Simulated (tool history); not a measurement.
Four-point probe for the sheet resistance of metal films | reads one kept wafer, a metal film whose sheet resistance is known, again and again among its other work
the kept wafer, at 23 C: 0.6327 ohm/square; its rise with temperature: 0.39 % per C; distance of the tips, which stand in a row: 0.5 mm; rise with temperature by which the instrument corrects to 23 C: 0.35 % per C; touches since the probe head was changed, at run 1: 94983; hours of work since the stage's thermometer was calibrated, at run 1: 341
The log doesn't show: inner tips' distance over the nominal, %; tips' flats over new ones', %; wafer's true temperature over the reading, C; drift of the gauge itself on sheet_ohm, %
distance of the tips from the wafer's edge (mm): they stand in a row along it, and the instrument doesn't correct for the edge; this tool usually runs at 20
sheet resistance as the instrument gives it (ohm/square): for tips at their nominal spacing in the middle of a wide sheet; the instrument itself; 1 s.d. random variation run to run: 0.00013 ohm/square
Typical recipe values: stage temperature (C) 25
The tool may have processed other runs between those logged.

run	day	stage temperature (C)	distance of the tips from the wafer's edge (mm)	touches since the probe head was changed	hours of work since the stage's thermometer was calibrated	sheet resistance as the instrument gives it (ohm/square)
1	0	25	20	94983	341	0.640904
2	3.079	25	20	98081	379	0.641335
3	6.338	25	20	101362	420	0.641429
# day 8.817: new probe head fitted
4	9.933	25	20	1124	465	0.632505
5	12.333	25	20	3541	495	0.632624
6	14.283	25	20	5503	519	0.632739
7	17.008	32	20	8244	553	0.634358
8	18.738	19	20	9983	575	0.631842
9	21.062	19	20	12324	604	0.631861
10	24.512	27	20	15795	647	0.633841
11	27.404	20	20	18706	683	0.63282
12	29.371	25	20	20684	708	0.63393
13	33.2	24	20	24537	756	0.63395
14	35.779	24	20	27134	788	0.634029
15	38.092	19	20	29462	817	0.633141
16	40.408	19	20	31793	846	0.633362
17	42.579	25	6	33976	873	0.636969
18	45.867	25	6	37287	915	0.637069
19	47.996	25	6	39429	941	0.637236
20	51.283	25	6	42736	982	0.637679
21	53.938	25	6	45406	1016	0.637611
22	57.038	34	6	48527	1055	0.639814
23	60.15	25	20	51657	1093	0.63609
24	61.983	19	10	53502	1116	0.635493
25	64.754	28	6	56291	1151	0.639305
26	68.279	28	6	59841	1195	0.639341
27	71.921	27	8	63502	1241	0.638317
28	74.112	25	23	65711	1268	0.636998
29	77.675	35	3	69292	1313	0.648337
# day 77.996: stage's thermometer calibrated
30	81.021	18	19	72641	38	0.636286
31	83.742	33	23	75377	72	0.639335
# day 84.667: stage's thermometer calibrated, once more
32	86.042	35	11	77673	17	0.639643
33	88.133	35	11	79778	43	0.639685
34	90.192	35	11	81847	69	0.639801
35	92.375	26	11	84043	97	0.638077
36	94.625	33	20	86307	125	0.639248
37	97.462	19	20	89163	160	0.636577
38	100.271	33	25	91991	195	0.639719
39	103.108	20	24	94846	231	0.637325
40	105.396	20	24	97148	260	0.63711
41	108.65	20	24	100421	300	0.637545
# day 112.121: new probe head fitted
42	112.121	34	5	0	343	0.642674
43	114.45	22	40	2344	372	0.636971
44	116.225	22	40	4132	395	0.637094
45	118.304	24	5	6224	421	0.640949

Each row is a separate what-if for the run after 45, all from the same tool condition, not one after another. Results?
A	120.054	26	23	7985	443	?
B	120.054	26	21	7985	443	?
C	120.054	22	22	7985	443	?
D	120.054	34	51	7985	443	?

run	sheet resistance as the instrument gives it (ohm/square)
A	0.63835
B	0.638398
C	0.637687
D	0.639826
Take away the tool's hidden state, keep each run's random variation, and the runs would have read:
run	sheet resistance as the instrument gives it (ohm/square)
A	0.633423
B	0.63347
C	0.632764
D	0.634888

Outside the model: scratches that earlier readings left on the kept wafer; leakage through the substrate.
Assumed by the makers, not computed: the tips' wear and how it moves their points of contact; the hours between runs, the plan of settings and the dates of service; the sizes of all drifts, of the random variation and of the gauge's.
